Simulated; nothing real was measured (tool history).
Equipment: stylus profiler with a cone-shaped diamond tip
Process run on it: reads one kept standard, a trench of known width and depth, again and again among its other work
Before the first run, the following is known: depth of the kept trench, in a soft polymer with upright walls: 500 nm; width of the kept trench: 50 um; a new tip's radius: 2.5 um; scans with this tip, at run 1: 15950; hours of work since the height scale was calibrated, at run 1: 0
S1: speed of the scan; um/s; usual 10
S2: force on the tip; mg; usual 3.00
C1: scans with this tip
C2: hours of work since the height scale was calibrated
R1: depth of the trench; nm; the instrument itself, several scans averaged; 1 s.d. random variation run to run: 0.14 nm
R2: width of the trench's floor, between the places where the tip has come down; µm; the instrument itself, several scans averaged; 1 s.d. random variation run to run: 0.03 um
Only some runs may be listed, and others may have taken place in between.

run 1 hour=0.0 | S1=10 S2=3.00 | C1=15950 C2=0 | R1=505.95 R2=46.96
run 2 hour=97.0 | S1=10 S2=3.00 | C1=16590 C2=69 | R1=506.30 R2=46.94
run 3 hour=149.3 | S1=10 S2=8.21 | C1=16935 C2=107 | R1=511.79 R2=46.93
run 4 hour=238.7 | S1=10 S2=3.00 | C1=17524 C2=171 | R1=506.04 R2=46.96
run 5 hour=330.9 | S1=10 S2=3.00 | C1=18133 C2=237 | R1=505.65 R2=46.97
run 6 hour=413.2 | S1=10 S2=3.00 | C1=18676 C2=296 | R1=506.01 R2=46.89
run 7 hour=495.1 | S1=10 S2=3.00 | C1=19216 C2=355 | R1=505.99 R2=46.99
run 8 hour=604.4 | S1=14 S2=3.00 | C1=19937 C2=433 | R1=505.89 R2=46.90
run 9 hour=668.0 | S1=14 S2=3.00 | C1=20357 C2=478 | R1=505.94 R2=46.88
run 10 hour=780.9 | S1=14 S2=3.00 | C1=21101 C2=559 | R1=505.75 R2=46.95
run 11 hour=866.3 | S1=14 S2=3.00 | C1=21665 C2=621 | R1=505.90 R2=46.95
run 12 hour=948.4 | S1=10 S2=4.19 | C1=22207 C2=679 | R1=507.35 R2=46.97
run 13 hour=1007.9 | S1=10 S2=4.19 | C1=22599 C2=722 | R1=507.39 R2=46.92
run 14 hour=1088.8 | S1=10 S2=6.31 | C1=23133 C2=780 | R1=509.77 R2=46.95
run 15 hour=1146.8 | S1=15 S2=3.00 | C1=23515 C2=821 | R1=506.15 R2=46.87
run 16 hour=1204.4 | S1=15 S2=3.00 | C1=23895 C2=863 | R1=506.04 R2=46.91
run 17 hour=1323.2 | S1=10 S2=3.00 | C1=24679 C2=948 | R1=506.06 R2=46.94
run 18 hour=1403.3 | S1=32 S2=1.57 | C1=25207 C2=1005 | R1=503.95 R2=46.84
run 19 hour=1525.4 | S1=5 S2=1.27 | C1=26013 C2=1093 | R1=503.43 R2=46.97
run 20 hour=1591.2 | S1=5 S2=1.27 | C1=26447 C2=1140 | R1=503.50 R2=46.94
run 21 hour=1699.1 | S1=5 S2=1.27 | C1=27159 C2=1217 | R1=503.26 R2=46.94
run 22 hour=1763.5 | S1=12 S2=7.95 | C1=27584 C2=1263 | R1=511.46 R2=46.93
run 23 hour=1873.5 | S1=20 S2=6.41 | C1=28309 C2=1342 | R1=509.79 R2=46.91
run 24 hour=1925.6 | S1=7 S2=5.45 | C1=28653 C2=1379 | R1=508.78 R2=46.93
run 25 hour=1987.6 | S1=10 S2=2.14 | C1=29062 C2=1424 | R1=504.78 R2=46.87
run 26 hour=2081.3 | S1=10 S2=2.14 | C1=29680 C2=1491 | R1=504.51 R2=46.98
run 27 hour=2181.8 | S1=6 S2=1.69 | C1=30343 C2=1563 | R1=504.08 R2=47.01
run 28 hour=2242.7 | S1=17 S2=5.64 | C1=30745 C2=1606 | R1=508.91 R2=46.95
run 29 hour=2299.2 | S1=33 S2=3.00 | C1=31118 C2=1647 | R1=505.88 R2=46.83
run 30 hour=2360.2 | S1=33 S2=3.00 | C1=31521 C2=1691 | R1=505.95 R2=46.85
-- hour=2411.1 height scale calibrated on a step standard
run 31 hour=2473.4 | S1=9 S2=6.21 | C1=32264 C2=45 | R1=509.71 R2=46.94
run 32 hour=2534.8 | S1=3 S2=6.34 | C1=32669 C2=89 | R1=510.00 R2=46.94
run 33 hour=2591.5 | S1=2 S2=7.44 | C1=33043 C2=129 | R1=510.80 R2=46.99
run 34 hour=2711.2 | S1=16 S2=2.05 | C1=33832 C2=215 | R1=504.54 R2=46.86

How would selected steps in R2 from run to run divide? Give the signed amount a tool lacking its hidden state would still show from settings, what came in and random variation, and the signed amount left for the hidden state, including any gauge scatter that is not in both of the compared results.
The tool's hidden condition here consists of: radius of the tip, um; height scale over the true one, %; drift of the gauge itself on depth_nm, %; drift of the gauge itself on floor_um, %.
Run 5 -> 6: no setting touched and nothing written in the log between the runs. R2 -0.08 µm: hidden state -0.01, all else -0.07.
Run 6 -> 7: no setting touched and nothing written in the log between the runs. R2 +0.10 µm: hidden state +0.01, all else +0.09.
Run 8 -> 9: no setting touched and nothing written in the log between the runs. R2 -0.02 µm: hidden state -0.01, all else -0.01.
Run 18 -> 19: S1 32 -> 5, S2 1.57 -> 1.27. R2 +0.13 µm: hidden state +0.00, all else +0.13.
Run 28 -> 29: S1 17 -> 33, S2 5.64 -> 3.00. R2 -0.12 µm: hidden state +0.00, all else -0.12.
Run 33 -> 34: S1 2 -> 16, S2 7.44 -> 2.05. R2 -0.13 µm: hidden state -0.01, all else -0.12.
